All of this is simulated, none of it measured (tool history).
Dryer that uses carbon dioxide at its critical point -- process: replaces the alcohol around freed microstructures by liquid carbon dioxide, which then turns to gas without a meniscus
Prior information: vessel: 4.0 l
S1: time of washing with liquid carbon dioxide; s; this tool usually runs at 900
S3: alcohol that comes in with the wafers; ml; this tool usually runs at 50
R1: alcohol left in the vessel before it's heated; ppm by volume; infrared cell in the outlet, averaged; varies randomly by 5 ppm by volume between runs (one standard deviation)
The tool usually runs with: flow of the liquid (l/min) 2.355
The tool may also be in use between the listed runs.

Run 1, day 0: usual settings. Result: R1 34 ppm by volume.
Run 2, day 0.479: usual settings. Result: R1 33 ppm by volume.
Run 3, day 0.771: usual settings. Result: R1 39 ppm by volume.
Run 4, day 1.392: usual settings. Result: R1 43 ppm by volume.
Run 5, day 1.746: usual settings. Result: R1 44 ppm by volume.
At day 2.15: inlet filter changed.
Run 6, day 2.362: usual settings. Result: R1 26 ppm by volume.
Run 7, day 2.817: usual settings but flow of the liquid (l/min) 1.86. Result: R1 50 ppm by volume.
Run 8, day 3.433: usual settings but S1 600 s. Result: R1 86 ppm by volume.
Run 9, day 3.779: usual settings but S1 600 s. Result: R1 87 ppm by volume.
Run 10, day 4.275: usual settings but S1 600 s. Result: R1 85 ppm by volume.
Run 11, day 4.833: usual settings. Result: R1 30 ppm by volume.
Run 12, day 5.454: usual settings. Result: R1 41 ppm by volume.
Run 13, day 5.971: usual settings. Result: R1 29 ppm by volume.
Run 14, day 6.488: usual settings but flow of the liquid (l/min) 1.57, S3 27 ml. Result: R1 73 ppm by volume.
Run 15, day 7.05: usual settings but flow of the liquid (l/min) 1.57, S3 27 ml. Result: R1 78 ppm by volume.
Run 16, day 7.471: usual settings but S1 600 s, flow of the liquid (l/min) 3.32, S3 117 ml. Result: R1 51 ppm by volume.
Run 17, day 8.054: usual settings but S1 600 s, flow of the liquid (l/min) 3.32, S3 117 ml. Result: R1 51 ppm by volume.
Run 18, day 8.371: usual settings but S1 600 s, flow of the liquid (l/min) 3.85, S3 117 ml. Result: R1 33 ppm by volume.
Run 19, day 8.812: usual settings but S1 600 s, flow of the liquid (l/min) 3.85, S3 117 ml. Result: R1 42 ppm by volume.
Run 20, day 9.312: usual settings but S1 1320 s, flow of the liquid (l/min) 2.59. Result: R1 36 ppm by volume.
Run 21, day 9.796: usual settings but S1 1320 s, flow of the liquid (l/min) 3.11, S3 105 ml. Result: R1 34 ppm by volume.
Run 22, day 10.442: usual settings but S1 1320 s, flow of the liquid (l/min) 3.11, S3 105 ml. Result: R1 45 ppm by volume.
Run 23, day 10.762: usual settings but S1 1320 s, flow of the liquid (l/min) 3.11, S3 105 ml. Result: R1 31 ppm by volume.

Below, each run's measurement less what the same run would have read without the hidden state. Both values contain the same run-to-run variation, but the gauge's scatter may not be the same in both:
Unlogged tool condition in this case: flow that reaches the vessel past the clogged filter, %; alcohol in the recycled carbon dioxide, ppm; drift of the gauge itself on alcohol_ppm, %.
run   R1
  1  +27
  2  +28
  3  +29
  4  +29
  5  +29
  6  +24
  7  +25
  8  +27
  9  +28
 10  +29
 11  +28
 12  +26
 13  +27
 14  +32
 15  +33
 16  +31
 17  +32
 18  +31
 19  +31
 20  +32
 21  +31
 22  +31
 23  +31
